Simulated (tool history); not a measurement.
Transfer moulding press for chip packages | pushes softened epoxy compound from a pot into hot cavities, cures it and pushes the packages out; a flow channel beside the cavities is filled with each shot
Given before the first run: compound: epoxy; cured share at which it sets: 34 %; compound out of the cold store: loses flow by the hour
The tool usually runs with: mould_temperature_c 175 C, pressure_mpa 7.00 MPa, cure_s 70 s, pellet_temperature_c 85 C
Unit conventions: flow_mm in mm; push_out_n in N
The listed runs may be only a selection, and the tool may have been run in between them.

| run | hour | mould_temperature_c | pressure_mpa | cure_s | pellet_temperature_c | incoming compound's hours out of the cold store | flow_mm | push_out_n |
|---|---|---|---|---|---|---|---|---|
| 1 | 0.0 | 175 | 7.00 | 70 | 85 | 22.8 | 863 | 537 |
| 2 | 7.9 | 175 | 7.00 | 70 | 85 | 19.5 | 866 | 565 |
|  | 12.8 | cavities cleaned with cleaning compound and waxed |
| 3 | 14.8 | 175 | 7.00 | 70 | 85 | 9.5 | 885 | 384 |
| 4 | 19.2 | 175 | 7.00 | 70 | 85 | 44.3 | 803 | 391 |
| 5 | 24.7 | 175 | 7.00 | 70 | 85 | 43.6 | 800 | 406 |
| 6 | 30.0 | 175 | 7.00 | 70 | 85 | 45.4 | 792 | 444 |
| 7 | 34.1 | 175 | 7.00 | 70 | 85 | 16.9 | 863 | 474 |
| 8 | 40.5 | 175 | 7.00 | 70 | 85 | 17.9 | 857 | 503 |
| 9 | 45.5 | 175 | 7.00 | 70 | 85 | 30.5 | 819 | 497 |
| 10 | 51.0 | 175 | 7.00 | 70 | 85 | 11.6 | 883 | 549 |
| 11 | 57.2 | 175 | 7.00 | 70 | 85 | 8.3 | 880 | 537 |
| 12 | 62.0 | 175 | 7.00 | 70 | 85 | 46.1 | 788 | 533 |
| 13 | 68.8 | 175 | 7.00 | 70 | 85 | 35.6 | 808 | 545 |
|  | 72.0 | cavities cleaned with cleaning compound and waxed |
| 14 | 79.0 | 175 | 7.00 | 55 | 85 | 12.3 | 866 | 747 |
| 15 | 84.3 | 175 | 7.00 | 55 | 85 | 25.8 | 827 | 776 |
| 16 | 91.7 | 175 | 7.00 | 55 | 85 | 32.1 | 820 | 801 |
| 17 | 99.5 | 173 | 7.20 | 53 | 87 | 21.8 | 846 | 1064 |
| 18 | 107.4 | 173 | 7.20 | 53 | 87 | 40.2 | 816 | 1080 |
| 19 | 114.0 | 173 | 7.20 | 53 | 87 | 31.0 | 835 | 1135 |
| 20 | 120.3 | 172 | 6.50 | 70 | 85 | 11.5 | 833 | 713 |
| 21 | 127.3 | 171 | 7.00 | 70 | 92 | 47.1 | 792 | 717 |
|  | 131.2 | cavities cleaned with cleaning compound and waxed |
| 22 | 133.3 | 171 | 7.71 | 70 | 87 | 45.2 | 831 | 492 |
| 23 | 138.4 | 175 | 7.00 | 70 | 94 | 46.0 | 777 | 395 |
| 24 | 147.3 | 176 | 7.17 | 70 | 85 | 36.3 | 794 | 415 |
| 25 | 152.5 | 175 | 6.64 | 58 | 87 | 29.6 | 777 | 717 |
| 26 | 160.4 | 180 | 6.64 | 83 | 87 | 22.5 | 771 | 342 |
| 27 | 164.8 | 175 | 6.73 | 70 | 85 | 28.1 | 792 | 497 |
| 28 | 172.2 | 175 | 6.73 | 70 | 85 | 24.6 | 797 | 536 |
| 29 | 177.5 | 178 | 5.64 | 104 | 75 | 23.0 | 718 | 364 |
| 30 | 183.4 | 178 | 5.62 | 97 | 94 | 37.1 | 694 | 367 |

Consider 3 possible next runs. They are alternatives, not a sequence: every one starts from the tool as it was left by run 30. What does each give?
|  | 190.5 | cavities cleaned with cleaning compound and waxed |
| A | 193.0 | 178 | 6.14 | 103 | 94 | 41.9 | ? | ? |
|  | 190.5 | cavities cleaned with cleaning compound and waxed |
| B | 193.0 | 178 | 5.76 | 56 | 94 | 9.0 | ? | ? |
|  | 190.5 | cavities cleaned with cleaning compound and waxed |
| C | 193.0 | 178 | 6.74 | 93 | 94 | 13.9 | ? | ? |

| run | flow_mm | push_out_n |
|---|---|---|
| A | 703 | 279 |
| B | 746 | 500 |
| C | 800 | 273 |
With no hidden state in the tool, these same runs would have given:
| run | flow_mm | push_out_n |
|---|---|---|
| A | 774 | 260 |
| B | 821 | 476 |
| C | 880 | 254 |

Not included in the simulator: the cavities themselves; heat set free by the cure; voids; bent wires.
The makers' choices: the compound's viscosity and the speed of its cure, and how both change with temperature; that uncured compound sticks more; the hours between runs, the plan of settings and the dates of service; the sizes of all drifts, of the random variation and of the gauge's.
